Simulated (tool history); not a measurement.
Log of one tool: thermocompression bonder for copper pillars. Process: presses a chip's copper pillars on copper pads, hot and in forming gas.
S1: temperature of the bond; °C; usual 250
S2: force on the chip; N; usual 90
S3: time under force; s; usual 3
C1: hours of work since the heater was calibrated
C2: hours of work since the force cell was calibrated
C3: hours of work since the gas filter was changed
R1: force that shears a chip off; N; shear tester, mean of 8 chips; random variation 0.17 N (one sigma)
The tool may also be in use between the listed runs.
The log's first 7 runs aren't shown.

run     day   S1   S2  S3   C1   C2   C3    R1
  8   3.612  273   90   3  299  338  338  36.1
      3.708  -- forming gas filter changed
  9   4.012  273   90   3  306  345    5    39
 10   4.546  273   57   3  315  354   14  30.8
 11   5.175  250   90   3  326  365   25  31.4
 12   5.983  250   90   3  340  379   39  31.4
 13   6.542  250  117   3  349  388   49  35.9
 14   7.092  250   73   3  359  398   58  27.7
 15   7.754  250   61   3  370  409   69  24.8
 16   8.612  227   61   3  385  424   84  18.9
 17   9.258  227   61   3  396  435   95    19
 18   9.917  274   90   3  407  446  107  38.8
 19  10.479  250   90   5  417  456  116  37.4
 20  11.275  250   90   3  431  470  130  30.7
 21  12.112  250   90   3  445  484  144  30.5
 22  12.712  250   90   3  455  494  155  30.5
 23  13.129  250   73   3  462  501  162    27
 24   13.75  250  125   4  473  512  172  40.4
 25  14.392  238  117   3  484  523  183  31.4
 26      15  259   95   5  495  534  194  41.1

Run 27 comes next. What will it give?
 27  15.629  276  63   2  505  544  205   ?

R1: 27.4 N
Without the tool's hidden state the same run would have given R1 27.7 N.

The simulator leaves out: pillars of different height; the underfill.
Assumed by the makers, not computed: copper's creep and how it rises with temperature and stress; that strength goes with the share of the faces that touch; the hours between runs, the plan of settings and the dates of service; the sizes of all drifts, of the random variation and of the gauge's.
